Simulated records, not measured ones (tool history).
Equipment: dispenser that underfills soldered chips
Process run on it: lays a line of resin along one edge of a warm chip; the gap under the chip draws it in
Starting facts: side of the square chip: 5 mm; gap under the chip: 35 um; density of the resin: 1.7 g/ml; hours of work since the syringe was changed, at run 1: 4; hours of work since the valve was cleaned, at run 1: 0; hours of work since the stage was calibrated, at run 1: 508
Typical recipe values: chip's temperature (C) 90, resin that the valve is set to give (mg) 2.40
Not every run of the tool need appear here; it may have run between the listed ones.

run,hour,chip's temperature (C),resin that the valve is set to give (mg),hours of work since the syringe was changed,hours of work since the valve was cleaned,hours of work since the stage was calibrated,time until the resin shows at the far edge (s),resin that the valve gave (mg)
1,0.0,90,2.40,4,0,508,42.5,2.42
# hour 5.6: new syringe of resin
# hour 17.3: new syringe of resin
2,17.3,90,2.40,0,13,520,30.6,2.36
3,25.3,90,2.40,6,19,526,51.0,2.38
# hour 28.4: new syringe of resin
# hour 39.9: new syringe of resin
4,41.9,101,2.40,2,31,538,23.8,2.36
# hour 50.9: new syringe of resin
5,58.3,101,2.40,6,43,550,34.1,2.32
# hour 62.0: new syringe of resin
# hour 73.8: new syringe of resin
6,75.7,101,2.40,1,55,563,23.1,2.31
7,83.5,95,2.40,7,61,569,47.7,2.33
# hour 84.8: new syringe of resin
8,95.2,90,2.01,8,70,577,62.0,1.94
# hour 96.5: new syringe of resin
# hour 107.6: new syringe of resin
9,112.1,90,2.01,3,82,590,42.9,1.89
# hour 119.2: new syringe of resin
10,123.5,90,2.01,3,90,598,41.3,1.86
# hour 130.8: new syringe of resin
11,138.8,90,2.01,6,102,609,52.0,1.86
# hour 142.2: new syringe of resin
# hour 153.0: new syringe of resin
12,155.2,90,2.01,2,113,621,37.3,1.85
# hour 162.8: dispensing valve cleaned and set on the balance
# hour 164.8: new syringe of resin
13,169.0,90,2.92,3,4,630,39.3,2.91
# hour 176.5: new syringe of resin
14,182.1,90,2.92,4,14,640,43.0,2.89
# hour 187.7: new syringe of resin
15,192.3,90,2.92,3,21,647,40.8,2.89
# hour 199.3: new syringe of resin
16,208.5,76,2.92,7,33,659,96.1,2.85
# hour 211.2: new syringe of resin
# hour 222.7: new syringe of resin
17,223.9,90,2.40,1,44,670,33.4,2.35
18,233.0,77,2.78,8,51,677,94.8,2.69
# hour 234.6: new syringe of resin
# hour 240.7: stage's temperature calibrated
# hour 247.6: new syringe of resin
19,248.8,77,2.78,1,62,6,49.9,2.64
# hour 258.4: new syringe of resin
20,258.4,104,2.69,0,69,13,17.7,2.57
# hour 269.3: new syringe of resin
21,271.8,100,3.01,2,79,23,23.9,2.84
# hour 280.4: new syringe of resin
22,285.2,100,3.01,4,89,32,27.3,2.84
# hour 291.7: new syringe of resin
23,295.2,100,3.01,3,96,40,24.5,2.82
# hour 302.9: new syringe of resin
24,306.0,100,3.01,2,104,48,24.5,2.82
# hour 314.3: new syringe of resin
25,323.2,100,2.33,7,116,60,34.5,2.13
# hour 325.8: new syringe of resin
# hour 326.8: dispensing valve cleaned and set on the balance
# hour 338.7: new syringe of resin
26,340.0,91,2.39,1,10,72,30.3,2.36
# hour 349.6: new syringe of resin
27,349.8,91,2.39,0,17,79,27.7,2.39
# hour 361.1: new syringe of resin
28,366.2,91,2.50,4,29,91,38.3,2.44

For run 29, what comes out?
# hour 372.6: new syringe of resin
29,381.4,102,2.86,7,40,102,?,?

time until the resin shows at the far edge (s): 33.8
resin that the valve gave (mg): 2.77
Take away the tool's hidden state, keep the run-to-run variation as it was, and the same run would have given time until the resin shows at the far edge (s) 19.1, resin that the valve gave (mg) 2.86.
